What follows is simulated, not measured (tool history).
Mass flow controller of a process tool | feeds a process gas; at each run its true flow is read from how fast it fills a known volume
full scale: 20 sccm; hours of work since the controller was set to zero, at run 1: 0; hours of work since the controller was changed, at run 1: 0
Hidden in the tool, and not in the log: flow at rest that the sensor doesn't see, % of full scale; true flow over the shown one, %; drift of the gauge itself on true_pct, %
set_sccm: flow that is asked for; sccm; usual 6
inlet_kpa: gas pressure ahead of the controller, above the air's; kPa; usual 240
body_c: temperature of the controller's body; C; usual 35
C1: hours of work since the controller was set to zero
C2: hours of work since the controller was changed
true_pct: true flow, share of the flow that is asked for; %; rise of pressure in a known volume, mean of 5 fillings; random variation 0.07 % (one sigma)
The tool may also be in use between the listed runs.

{"run": 1, "day": 0.0, "set_sccm": 6, "inlet_kpa": 240, "body_c": 35, "C1": 0, "C2": 0, "true_pct": 98.81}
{"run": 2, "day": 13.704, "set_sccm": 4, "inlet_kpa": 240, "body_c": 35, "C1": 136, "C2": 136, "true_pct": 98.79}
{"run": 3, "day": 35.717, "set_sccm": 6, "inlet_kpa": 164, "body_c": 35, "C1": 355, "C2": 355, "true_pct": 98.83}
{"run": 4, "day": 49.2, "set_sccm": 6, "inlet_kpa": 240, "body_c": 35, "C1": 489, "C2": 489, "true_pct": 98.73}
{"run": 5, "day": 64.021, "set_sccm": 6, "inlet_kpa": 240, "body_c": 35, "C1": 636, "C2": 636, "true_pct": 98.88}
{"run": 6, "day": 80.571, "set_sccm": 6, "inlet_kpa": 240, "body_c": 23, "C1": 801, "C2": 801, "true_pct": 99.98}
{"run": 7, "day": 92.058, "set_sccm": 9, "inlet_kpa": 240, "body_c": 33, "C1": 915, "C2": 915, "true_pct": 98.98}
{"run": 8, "day": 101.492, "set_sccm": 17, "inlet_kpa": 239, "body_c": 35, "C1": 1009, "C2": 1009, "true_pct": 98.73}
{"run": 9, "day": 120.742, "set_sccm": 3, "inlet_kpa": 240, "body_c": 22, "C1": 1200, "C2": 1200, "true_pct": 100.58}
{"run": 10, "day": 133.046, "set_sccm": 3, "inlet_kpa": 240, "body_c": 22, "C1": 1322, "C2": 1322, "true_pct": 100.7}
{"run": 11, "day": 151.596, "set_sccm": 3, "inlet_kpa": 162, "body_c": 38, "C1": 1507, "C2": 1507, "true_pct": 99.5}

3 ways to go on from here, each from the tool as it stands after run 11. What would each give?
{"run": "A", "day": 170.542, "set_sccm": 9, "inlet_kpa": 241, "body_c": 24, "C1": 1695, "C2": 1695, "true_pct": "?"}
{"run": "B", "day": 170.542, "set_sccm": 3, "inlet_kpa": 178, "body_c": 35, "C1": 1695, "C2": 1695, "true_pct": "?"}
{"run": "C", "day": 170.542, "set_sccm": 17, "inlet_kpa": 240, "body_c": 35, "C1": 1695, "C2": 1695, "true_pct": "?"}

run=A true_pct=99.9
run=B true_pct=99.88
run=C true_pct=98.75
Without the tool's hidden state the same runs would have given:
run=A true_pct=99.77
run=B true_pct=98.5
run=C true_pct=98.91

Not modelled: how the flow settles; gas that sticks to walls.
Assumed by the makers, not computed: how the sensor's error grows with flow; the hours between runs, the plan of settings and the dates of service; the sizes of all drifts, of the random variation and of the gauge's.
